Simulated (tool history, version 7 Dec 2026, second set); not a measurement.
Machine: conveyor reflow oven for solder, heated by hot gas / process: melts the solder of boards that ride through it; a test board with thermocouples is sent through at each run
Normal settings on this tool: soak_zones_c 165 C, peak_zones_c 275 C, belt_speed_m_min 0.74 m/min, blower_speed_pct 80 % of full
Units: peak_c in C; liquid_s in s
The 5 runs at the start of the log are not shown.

run	day	soak_zones_c	peak_zones_c	belt_speed_m_min	blower_speed_pct	hours of work since the flux was cleaned out	hours of work since the belt drive was overhauled	hours of work since the thermocouples were changed	peak_c	liquid_s
6	1.938	165	275	0.74	71	429	510	58	252.7	45.5
7	2.292	165	275	0.74	71	433	513	62	252.3	45.9
8	2.712	165	275	0.74	71	438	518	67	252.4	45.6
9	3.1	165	275	0.74	71	442	522	71	253.1	45.2
10	3.671	165	275	0.74	71	448	528	77	252	45.6
11	4.079	165	275	0.74	71	452	532	81	252.4	45.2
12	4.408	165	267	0.74	80	456	536	85	247.4	42.4
13	4.708	165	275	0.74	80	459	539	88	253.6	47
14	5.012	175	275	0.74	80	462	542	91	255.7	51.5
15	5.35	165	275	0.74	80	466	546	95	253.9	47.4
16	5.871	162	280	0.74	80	471	551	100	257.3	47.9
17	6.338	165	288	0.617	80	476	556	105	271.2	67.7
# day 6.808: flux residue cleaned out of gas plates and filters
18	6.975	164	274	0.887	69	2	561	110	248.6	34.9
19	7.438	164	274	0.887	69	7	566	115	248.3	35
20	7.846	164	281	0.635	74	11	570	119	268.5	64.3
21	8.271	164	281	0.635	74	16	575	124	268.4	64.3
22	8.829	176	283	0.647	72	21	581	130	270.4	67.2
23	9.254	176	275	0.767	61	26	585	134	254.3	48.6
24	9.512	176	275	0.767	61	29	588	137	253.7	48.7
25	9.979	167	284	0.771	74	34	593	142	263.9	51.5
26	10.362	167	273	0.771	74	38	597	146	254.5	46.3
27	10.683	167	273	0.771	74	41	600	149	254.3	46.3
28	11.042	167	273	0.771	74	45	604	153	254.6	46.3
29	11.6	167	274	0.771	77	51	610	159	256	47
30	11.921	161	270	0.801	87	54	614	163	252.9	42

Below are 4 alternative next runs, each starting from the tool's condition after run 30. Predict each:
A	12.408	161	265	0.801	87	60	619	168	?	?
B	12.408	178	275	0.74	80	60	619	168	?	?
C	12.408	160	277	0.858	87	60	619	168	?	?
D	12.408	177	267	0.74	80	60	619	168	?	?

run	peak_c	liquid_s
A	247.8	39.6
B	260	55.2
C	255.1	40.3
D	253	51.4
Had the tool no hidden state, the same runs would have come out as:
run	peak_c	liquid_s
A	248	39.2
B	260.1	54.4
C	255.3	39.9
D	253.1	50.7
